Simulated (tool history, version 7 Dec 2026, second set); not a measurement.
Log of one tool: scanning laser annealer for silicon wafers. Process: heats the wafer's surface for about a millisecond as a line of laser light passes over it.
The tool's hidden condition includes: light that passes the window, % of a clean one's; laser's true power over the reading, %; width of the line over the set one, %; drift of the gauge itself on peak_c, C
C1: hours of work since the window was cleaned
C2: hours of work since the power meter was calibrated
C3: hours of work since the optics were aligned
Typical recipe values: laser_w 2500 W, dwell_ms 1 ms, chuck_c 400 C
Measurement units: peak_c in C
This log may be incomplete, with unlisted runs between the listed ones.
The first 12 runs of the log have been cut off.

run 13 hour=304.6 | laser_w=2500 dwell_ms=1 chuck_c=394 | C1=117 C2=673 C3=688 | peak_c=1213
run 14 hour=344 | laser_w=2500 dwell_ms=1 chuck_c=394 | C1=133 C2=689 C3=704 | peak_c=1207
run 15 hour=376.3 | laser_w=2500 dwell_ms=1 chuck_c=394 | C1=146 C2=702 C3=717 | peak_c=1206
run 16 hour=413.6 | laser_w=2500 dwell_ms=1 chuck_c=394 | C1=161 C2=717 C3=732 | peak_c=1207
run 17 hour=431.5 | laser_w=2500 dwell_ms=1 chuck_c=394 | C1=168 C2=724 C3=739 | peak_c=1203
run 18 hour=468.2 | laser_w=2517 dwell_ms=1 chuck_c=394 | C1=183 C2=739 C3=754 | peak_c=1207
run 19 hour=485.3 | laser_w=2517 dwell_ms=1 chuck_c=394 | C1=190 C2=746 C3=761 | peak_c=1209
run 20 hour=511.7 | laser_w=2517 dwell_ms=1 chuck_c=394 | C1=200 C2=756 C3=771 | peak_c=1208
run 21 hour=548.9 | laser_w=2517 dwell_ms=1 chuck_c=394 | C1=215 C2=771 C3=786 | peak_c=1207
run 22 hour=583.8 | laser_w=2517 dwell_ms=1 chuck_c=394 | C1=229 C2=785 C3=800 | peak_c=1202
run 23 hour=606.2 | laser_w=2438 dwell_ms=1 chuck_c=400 | C1=238 C2=794 C3=809 | peak_c=1181
run 24 hour=624.6 | laser_w=2500 dwell_ms=1.17 chuck_c=400 | C1=245 C2=802 C3=817 | peak_c=1279
run 25 hour=663.1 | laser_w=2500 dwell_ms=1.17 chuck_c=400 | C1=261 C2=817 C3=832 | peak_c=1278
run 26 hour=681.4 | laser_w=2616 dwell_ms=1.17 chuck_c=400 | C1=268 C2=825 C3=839 | peak_c=1323
run 27 hour=702.2 | laser_w=2481 dwell_ms=1.07 chuck_c=400 | C1=277 C2=833 C3=848 | peak_c=1223
run 28 hour=732.9 | laser_w=2481 dwell_ms=1.07 chuck_c=400 | C1=289 C2=845 C3=860 | peak_c=1221
run 29 hour=749.2 | laser_w=2254 dwell_ms=1.23 chuck_c=400 | C1=296 C2=852 C3=867 | peak_c=1198
run 30 hour=782.4 | laser_w=2346 dwell_ms=0.73 chuck_c=422 | C1=309 C2=865 C3=880 | peak_c=1034
run 31 hour=819.7 | laser_w=2360 dwell_ms=1 chuck_c=412 | C1=324 C2=880 C3=895 | peak_c=1154
run 32 hour=851.8 | laser_w=2621 dwell_ms=1.01 chuck_c=400 | C1=337 C2=893 C3=908 | peak_c=1242
run 33 hour=887 | laser_w=2621 dwell_ms=1.01 chuck_c=400 | C1=351 C2=907 C3=922 | peak_c=1239
run 34 hour=908.8 | laser_w=2621 dwell_ms=1.01 chuck_c=400 | C1=360 C2=916 C3=931 | peak_c=1238

Expected results for the next run?
run 35 hour=933.5 | laser_w=2621 dwell_ms=1.01 chuck_c=400 | C1=370 C2=926 C3=941 | peak_c=?

{"run 35": {"peak_c": 1234}}
The same run, on a tool lacking any hidden state, would have yielded peak_c 1289 C.
